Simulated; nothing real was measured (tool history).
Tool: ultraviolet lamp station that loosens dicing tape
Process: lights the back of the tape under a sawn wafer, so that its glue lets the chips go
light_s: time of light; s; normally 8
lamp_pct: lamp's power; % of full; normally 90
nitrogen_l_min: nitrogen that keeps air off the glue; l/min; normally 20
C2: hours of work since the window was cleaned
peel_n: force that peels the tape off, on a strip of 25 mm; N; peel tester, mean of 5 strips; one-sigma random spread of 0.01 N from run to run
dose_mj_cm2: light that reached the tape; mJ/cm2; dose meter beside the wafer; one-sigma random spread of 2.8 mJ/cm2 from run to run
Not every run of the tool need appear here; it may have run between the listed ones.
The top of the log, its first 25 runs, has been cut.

Run 26, hour 845.8: usual settings but lamp_pct 98 % of full, nitrogen_l_min 27 l/min; hours of work of the lamp 277; C2 277. Result: peel_n 0.420 N, dose_mj_cm2 377 mJ/cm2.
Run 27, hour 887.0: usual settings but light_s 6 s, lamp_pct 67 % of full, nitrogen_l_min 30 l/min; hours of work of the lamp 305; C2 305. Result: peel_n 1.634 N, dose_mj_cm2 192 mJ/cm2.
At hour 907.0: window cleaned of glue's vapour.
Run 28, hour 932.8: usual settings but light_s 7 s, lamp_pct 75 % of full, nitrogen_l_min 13 l/min; hours of work of the lamp 335; C2 17. Result: peel_n 1.332 N, dose_mj_cm2 261 mJ/cm2.
Run 29, hour 981.5: usual settings but light_s 7 s, lamp_pct 77 % of full, nitrogen_l_min 7 l/min; hours of work of the lamp 368; C2 50. Result: peel_n 1.766 N, dose_mj_cm2 264 mJ/cm2.
Run 30, hour 1019.8: usual settings but light_s 7 s, lamp_pct 77 % of full, nitrogen_l_min 7 l/min; hours of work of the lamp 394; C2 76. Result: peel_n 1.774 N, dose_mj_cm2 269 mJ/cm2.
Run 31, hour 1052.4: usual settings but light_s 7 s, lamp_pct 77 % of full, nitrogen_l_min 7 l/min; hours of work of the lamp 415; C2 98. Result: peel_n 1.837 N, dose_mj_cm2 257 mJ/cm2.
Run 32, hour 1091.3: usual settings but light_s 4 s, lamp_pct 98 % of full; hours of work of the lamp 442; C2 124. Result: peel_n 1.997 N, dose_mj_cm2 187 mJ/cm2.
Run 33, hour 1119.0: usual settings but light_s 13 s, lamp_pct 98 % of full, nitrogen_l_min 9 l/min; hours of work of the lamp 460; C2 143. Result: peel_n 0.281 N, dose_mj_cm2 602 mJ/cm2.
Run 34, hour 1167.1: usual settings but light_s 13 s, lamp_pct 63 % of full, nitrogen_l_min 13 l/min; hours of work of the lamp 493; C2 175. Result: peel_n 0.621 N, dose_mj_cm2 376 mJ/cm2.
Run 35, hour 1202.5: usual settings but light_s 13 s, lamp_pct 63 % of full, nitrogen_l_min 13 l/min; hours of work of the lamp 516; C2 199. Result: peel_n 0.667 N, dose_mj_cm2 376 mJ/cm2.
Run 36, hour 1252.7: usual settings but light_s 13 s, nitrogen_l_min 36 l/min; hours of work of the lamp 550; C2 233. Result: peel_n 0.179 N, dose_mj_cm2 531 mJ/cm2.
Run 37, hour 1274.2: usual settings but light_s 13 s, nitrogen_l_min 36 l/min; hours of work of the lamp 565; C2 247. Result: peel_n 0.187 N, dose_mj_cm2 519 mJ/cm2.
Run 38, hour 1317.7: usual settings but light_s 13 s, lamp_pct 83 % of full, nitrogen_l_min 30 l/min; hours of work of the lamp 594; C2 276. Result: peel_n 0.229 N, dose_mj_cm2 472 mJ/cm2.
Run 39, hour 1361.8: usual settings but light_s 13 s, lamp_pct 67 % of full, nitrogen_l_min 30 l/min; hours of work of the lamp 624; C2 306. Result: peel_n 0.410 N, dose_mj_cm2 379 mJ/cm2.
At hour 1381.0: window cleaned of glue's vapour.
Run 40, hour 1394.4: usual settings but light_s 13 s, lamp_pct 87 % of full, nitrogen_l_min 30 l/min; hours of work of the lamp 645; C2 9. Result: peel_n 0.202 N, dose_mj_cm2 509 mJ/cm2.
Run 41, hour 1427.4: usual settings but light_s 13 s, lamp_pct 87 % of full, nitrogen_l_min 30 l/min; hours of work of the lamp 668; C2 31. Result: peel_n 0.193 N, dose_mj_cm2 506 mJ/cm2.

Forecast each of these 3 alternatives for the next run:
Run A, hour 1454.9: usual settings but light_s 14 s, lamp_pct 64 % of full; hours of work of the lamp 686; C2 50. Result: peel_n ?, dose_mj_cm2 ?.
Run B, hour 1454.9: usual settings but light_s 13 s, lamp_pct 86 % of full; hours of work of the lamp 686; C2 50. Result: peel_n ?, dose_mj_cm2 ?.
Run C, hour 1454.9: usual settings but light_s 5 s; hours of work of the lamp 686; C2 50. Result: peel_n ?, dose_mj_cm2 ?.

run  peel_n  dose_mj_cm2
  A   0.449          400
  B   0.248          497
  C   1.731          196
Take away the tool's hidden state, keep each run's random variation, and the runs would have read:
run  peel_n  dose_mj_cm2
  A   0.270          496
  B   0.160          617
  C   1.204          244

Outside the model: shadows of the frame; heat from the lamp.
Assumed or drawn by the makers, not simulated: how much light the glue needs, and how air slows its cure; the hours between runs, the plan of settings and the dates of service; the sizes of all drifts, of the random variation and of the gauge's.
